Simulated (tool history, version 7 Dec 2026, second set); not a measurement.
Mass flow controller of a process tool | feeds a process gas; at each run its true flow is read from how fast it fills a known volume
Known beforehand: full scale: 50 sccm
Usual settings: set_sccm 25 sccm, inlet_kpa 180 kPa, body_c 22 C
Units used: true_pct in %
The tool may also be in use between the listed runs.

run    hour  set_sccm  inlet_kpa  body_c  true_pct
  1       0        25        180      22     98.71
  2   112.6        25        180      22     98.71
  3   259.5        25        180      22     98.46
  4   392.2        25        180      22     98.58
  5   538.8        25        180      22     98.63
  6   655.8         6        180      22    103.52
  7   824.7         6        180      22    103.45
  8   974.3         6        180      22    103.62
  9  1114.1         6        180      22    103.72
 10    1212         6        249      22    104.14
 11  1313.7        30        169      35     97.53
 12  1401.1        19        151      23     98.69
     1411.4  -- controller's zero set anew
 13  1578.6         6        151      22     107.1
 14  1721.8        33        254      20     99.78
 15    1861        42        149      25     98.82
 16  1957.2        11        182      26    102.03
 17  2140.7         9        182      24    103.65

Branching from run 17: 4 alternative next runs. What would each branch give?
  A  2313.2        25        280      22         ?
  B  2313.2        13        142      25         ?
  C  2313.2        10        180      23         ?
  D  2313.2         6        180      22         ?

run  true_pct
  A     99.98
  B    100.94
  C    102.86
  D    107.84
The same runs, with their run-to-run variation unchanged, on a tool lacking any hidden condition would have given:
run  true_pct
  A     99.19
  B     97.34
  C     97.51
  D     97.43

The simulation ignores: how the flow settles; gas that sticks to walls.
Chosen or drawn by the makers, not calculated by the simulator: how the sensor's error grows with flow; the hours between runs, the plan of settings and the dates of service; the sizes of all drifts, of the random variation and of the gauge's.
